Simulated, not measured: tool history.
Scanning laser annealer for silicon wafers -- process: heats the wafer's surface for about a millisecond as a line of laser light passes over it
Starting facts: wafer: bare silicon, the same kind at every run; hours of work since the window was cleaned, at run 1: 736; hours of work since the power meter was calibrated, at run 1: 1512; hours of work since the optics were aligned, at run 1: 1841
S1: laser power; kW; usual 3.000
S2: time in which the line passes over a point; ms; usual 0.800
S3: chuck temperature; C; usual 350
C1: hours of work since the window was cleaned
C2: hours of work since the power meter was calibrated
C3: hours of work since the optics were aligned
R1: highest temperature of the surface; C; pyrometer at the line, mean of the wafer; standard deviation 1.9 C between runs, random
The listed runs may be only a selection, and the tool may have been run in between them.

Run 1, hour 0.0: usual settings; C1 736; C2 1512; C3 1841. Result: R1 1147 C.
Run 2, hour 38.3: usual settings but S2 0.808 ms; C1 753; C2 1529; C3 1858. Result: R1 1157 C.
Run 3, hour 85.1: usual settings but S2 0.722 ms; C1 774; C2 1550; C3 1879. Result: R1 1103 C.
Run 4, hour 132.3: usual settings but S2 0.722 ms; C1 795; C2 1571; C3 1900. Result: R1 1107 C.
Run 5, hour 195.1: usual settings but S2 0.722 ms; C1 824; C2 1600; C3 1929. Result: R1 1104 C.
At hour 254.9: window over the wafer cleaned.
At hour 270.6: optics aligned, line set to its width.
Run 6, hour 273.3: usual settings; C1 6; C2 1632; C3 1. Result: R1 1152 C.
Run 7, hour 343.6: usual settings; C1 38; C2 1664; C3 33. Result: R1 1152 C.
Run 8, hour 431.7: usual settings; C1 78; C2 1704; C3 73. Result: R1 1151 C.
Run 9, hour 493.8: usual settings; C1 106; C2 1732; C3 101. Result: R1 1148 C.
Run 10, hour 574.4: usual settings; C1 142; C2 1768; C3 137. Result: R1 1148 C.
Run 11, hour 637.8: usual settings; C1 171; C2 1797; C3 166. Result: R1 1149 C.
Run 12, hour 696.9: usual settings but S2 0.579 ms; C1 198; C2 1823; C3 193. Result: R1 1010 C.
Run 13, hour 776.3: usual settings but S2 0.579 ms; C1 233; C2 1859; C3 229. Result: R1 1012 C.
Run 14, hour 843.8: usual settings but S2 0.579 ms; C1 264; C2 1890; C3 259. Result: R1 1012 C.
Run 15, hour 934.5: usual settings; C1 305; C2 1931; C3 300. Result: R1 1152 C.
Run 16, hour 998.9: usual settings but S1 2.769 kW; C1 334; C2 1960; C3 329. Result: R1 1074 C.
Run 17, hour 1042.2: usual settings but S1 2.643 kW; C1 354; C2 1979; C3 349. Result: R1 1030 C.
Run 18, hour 1098.8: usual settings but S1 2.643 kW; C1 379; C2 2005; C3 374. Result: R1 1035 C.
Run 19, hour 1183.9: usual settings but S1 2.643 kW; C1 418; C2 2043; C3 413. Result: R1 1033 C.
Run 20, hour 1240.8: usual settings but S3 310 C; C1 443; C2 2069; C3 438. Result: R1 1112 C.
Run 21, hour 1316.2: usual settings but S1 3.168 kW, S2 0.628 ms, S3 348 C; C1 477; C2 2103; C3 472. Result: R1 1090 C.
Run 22, hour 1396.0: usual settings but S1 2.614 kW, S2 0.628 ms, S3 348 C; C1 513; C2 2139; C3 509. Result: R1 926 C.
Run 23, hour 1463.7: usual settings but S1 2.614 kW, S2 0.628 ms, S3 348 C; C1 544; C2 2170; C3 539. Result: R1 930 C.
Run 24, hour 1530.4: usual settings but S2 0.564 ms, S3 341 C; C1 574; C2 2200; C3 569. Result: R1 989 C.
Run 25, hour 1585.9: usual settings but S2 0.566 ms, S3 321 C; C1 599; C2 2225; C3 594. Result: R1 973 C.
Run 26, hour 1672.8: usual settings but S2 0.873 ms, S3 356 C; C1 638; C2 2264; C3 634. Result: R1 1201 C.
Run 27, hour 1713.6: usual settings but S1 2.897 kW, S2 0.697 ms, S3 376 C; C1 657; C2 2283; C3 652. Result: R1 1083 C.
Run 28, hour 1786.3: usual settings but S1 2.897 kW, S2 0.697 ms, S3 376 C; C1 690; C2 2316; C3 685. Result: R1 1080 C.
Run 29, hour 1852.8: usual settings but S1 2.897 kW, S2 0.697 ms, S3 376 C; C1 720; C2 2346; C3 715. Result: R1 1085 C.
Run 30, hour 1893.1: usual settings but S3 348 C; C1 738; C2 2364; C3 733. Result: R1 1151 C.
Run 31, hour 1957.3: usual settings but S3 348 C; C1 767; C2 2393; C3 762. Result: R1 1145 C.
Run 32, hour 2013.3: usual settings but S2 0.611 ms, S3 351 C; C1 792; C2 2418; C3 787. Result: R1 1034 C.
Run 33, hour 2060.3: usual settings but S2 0.611 ms, S3 351 C; C1 814; C2 2439; C3 809. Result: R1 1034 C.
At hour 2146.3: window over the wafer cleaned.
Run 34, hour 2148.6: usual settings but S1 3.275 kW, S2 0.647 ms, S3 385 C; C1 1; C2 2478; C3 848. Result: R1 1175 C.
Run 35, hour 2235.5: usual settings but S1 2.606 kW, S2 0.838 ms, S3 320 C; C1 40; C2 2518; C3 887. Result: R1 1009 C.
Run 36, hour 2301.1: usual settings but S1 2.606 kW, S2 0.902 ms, S3 320 C; C1 70; C2 2547; C3 917. Result: R1 1042 C.
Run 37, hour 2387.7: usual settings but S1 2.606 kW, S2 0.738 ms, S3 360 C; C1 109; C2 2587; C3 956. Result: R1 996 C.
Run 38, hour 2463.4: usual settings but S1 2.606 kW, S2 0.920 ms, S3 360 C; C1 143; C2 2621; C3 990. Result: R1 1090 C.
Run 39, hour 2541.6: usual settings but S1 3.297 kW, S2 0.650 ms, S3 378 C; C1 179; C2 2656; C3 1025. Result: R1 1175 C.

Expected results for the next run?
Run 40, hour 2609.6: usual settings but S1 3.059 kW, S2 0.896 ms, S3 365 C; C1 209; C2 2687; C3 1056. Result: R1 ?.

For run 40 the tool returned R1 1242 C.
If the tool had no hidden condition, the same run with the same run-to-run variation would have returned R1 1242 C.

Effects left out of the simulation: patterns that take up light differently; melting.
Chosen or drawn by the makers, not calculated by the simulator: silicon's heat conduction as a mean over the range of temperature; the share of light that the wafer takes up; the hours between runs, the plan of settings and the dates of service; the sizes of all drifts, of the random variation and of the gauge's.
